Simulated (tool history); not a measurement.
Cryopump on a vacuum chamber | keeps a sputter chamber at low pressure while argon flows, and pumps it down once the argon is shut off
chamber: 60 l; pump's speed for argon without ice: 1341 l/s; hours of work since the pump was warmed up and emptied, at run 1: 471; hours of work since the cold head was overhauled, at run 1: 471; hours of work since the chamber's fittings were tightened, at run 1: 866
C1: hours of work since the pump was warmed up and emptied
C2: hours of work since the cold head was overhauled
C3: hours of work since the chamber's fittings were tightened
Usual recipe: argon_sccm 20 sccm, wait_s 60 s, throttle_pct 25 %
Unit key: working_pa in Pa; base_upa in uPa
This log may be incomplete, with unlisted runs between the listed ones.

Run 1, day 0: usual settings; C1 471; C2 471; C3 866. Result: working_pa 0.1024 Pa, base_upa 2.78 uPa.
Run 2, day 0.829: usual settings; C1 485; C2 485; C3 879. Result: working_pa 0.1029 Pa, base_upa 2.8 uPa.
Run 3, day 1.262: usual settings but argon_sccm 25 sccm; C1 492; C2 492; C3 887. Result: working_pa 0.1294 Pa, base_upa 2.84 uPa.
Run 4, day 1.758: usual settings but argon_sccm 25 sccm; C1 500; C2 500; C3 895. Result: working_pa 0.1293 Pa, base_upa 2.77 uPa.
Run 5, day 2.279: usual settings but argon_sccm 25 sccm; C1 509; C2 509; C3 904. Result: working_pa 0.1286 Pa, base_upa 2.86 uPa.
Run 6, day 2.654: usual settings but throttle_pct 48 %; C1 515; C2 515; C3 910. Result: working_pa 0.0551 Pa, base_upa 2.85 uPa.
Run 7, day 3.375: usual settings but throttle_pct 48 %; C1 527; C2 527; C3 922. Result: working_pa 0.0554 Pa, base_upa 2.93 uPa.
Run 8, day 4.029: usual settings but throttle_pct 48 %; C1 538; C2 538; C3 933. Result: working_pa 0.0551 Pa, base_upa 2.86 uPa.
Run 9, day 4.65: usual settings but wait_s 25 s, throttle_pct 48 %; C1 549; C2 549; C3 943. Result: working_pa 0.0555 Pa, base_upa 5.19 uPa.
Run 10, day 5.25: usual settings; C1 559; C2 559; C3 953. Result: working_pa 0.1034 Pa, base_upa 2.96 uPa.
Run 11, day 6.075: usual settings but wait_s 111 s; C1 573; C2 573; C3 967. Result: working_pa 0.1038 Pa, base_upa 2.09 uPa.
Run 12, day 6.55: usual settings but wait_s 111 s; C1 581; C2 581; C3 975. Result: working_pa 0.1037 Pa, base_upa 2.18 uPa.
Run 13, day 6.9: usual settings; C1 586; C2 586; C3 981. Result: working_pa 0.1036 Pa, base_upa 2.84 uPa.
Run 14, day 7.279: usual settings; C1 593; C2 593; C3 987. Result: working_pa 0.1034 Pa, base_upa 2.88 uPa.
Run 15, day 7.758: usual settings but argon_sccm 11 sccm, wait_s 111 s, throttle_pct 34 %; C1 601; C2 601; C3 995. Result: working_pa 0.0427 Pa, base_upa 2.27 uPa.
Run 16, day 8.108: usual settings but argon_sccm 17 sccm; C1 607; C2 607; C3 1001. Result: working_pa 0.0887 Pa, base_upa 2.93 uPa.
Run 17, day 8.692: usual settings but argon_sccm 10 sccm, wait_s 39 s; C1 616; C2 616; C3 1011. Result: working_pa 0.052 Pa, base_upa 3.87 uPa.
Run 18, day 9.467: usual settings but wait_s 23 s; C1 629; C2 629; C3 1024. Result: working_pa 0.1046 Pa, base_upa 5.6 uPa.
Run 19, day 10.133: usual settings but argon_sccm 14 sccm, wait_s 24 s; C1 641; C2 641; C3 1035. Result: working_pa 0.0724 Pa, base_upa 5.41 uPa.
Run 20, day 10.625: usual settings but argon_sccm 14 sccm, wait_s 24 s; C1 649; C2 649; C3 1043. Result: working_pa 0.0732 Pa, base_upa 5.55 uPa.
Run 21, day 11.221: usual settings but argon_sccm 14 sccm, wait_s 24 s; C1 659; C2 659; C3 1053. Result: working_pa 0.0731 Pa, base_upa 5.56 uPa.
Run 22, day 11.775: usual settings but argon_sccm 28 sccm, wait_s 152 s, throttle_pct 39 %; C1 668; C2 668; C3 1062. Result: working_pa 0.0954 Pa, base_upa 2.06 uPa.
Run 23, day 12.446: usual settings but argon_sccm 39 sccm, wait_s 150 s; C1 679; C2 679; C3 1074. Result: working_pa 0.2034 Pa, base_upa 2.06 uPa.
Run 24, day 13.067: usual settings but argon_sccm 32 sccm, wait_s 128 s, throttle_pct 48 %; C1 690; C2 690; C3 1084. Result: working_pa 0.0893 Pa, base_upa 2.21 uPa.
Run 25, day 13.788: usual settings but argon_sccm 9 sccm, wait_s 33 s, throttle_pct 48 %; C1 702; C2 702; C3 1096. Result: working_pa 0.0253 Pa, base_upa 4.46 uPa.

Each run again, without the hidden state but with its own random variation kept:
The hidden state here: pump's speed, % of a pump's without ice; cold plate's temperature, K; leak into the chamber, uPa l/s; drift of the gauge itself on working_pa, %; drift of the gauge itself on base_upa, %.
run  working_pa  base_upa
  1         0.1      1.85
  2      0.1004      1.85
  3      0.1262      1.88
  4       0.126      1.82
  5      0.1252      1.88
  6      0.0524      1.87
  7      0.0527       1.9
  8      0.0523      1.85
  9      0.0527      4.15
 10      0.1004      1.91
 11      0.1007      1.06
 12      0.1006      1.11
 13      0.1005      1.79
 14      0.1002       1.8
 15       0.041      1.15
 16      0.0859      1.85
 17      0.0503      2.75
 18      0.1013      4.47
 19      0.0701      4.27
 20      0.0708      4.38
 21      0.0706      4.38
 22      0.0904      0.88
 23      0.1963      0.86
 24      0.0834         1
 25      0.0236      3.21
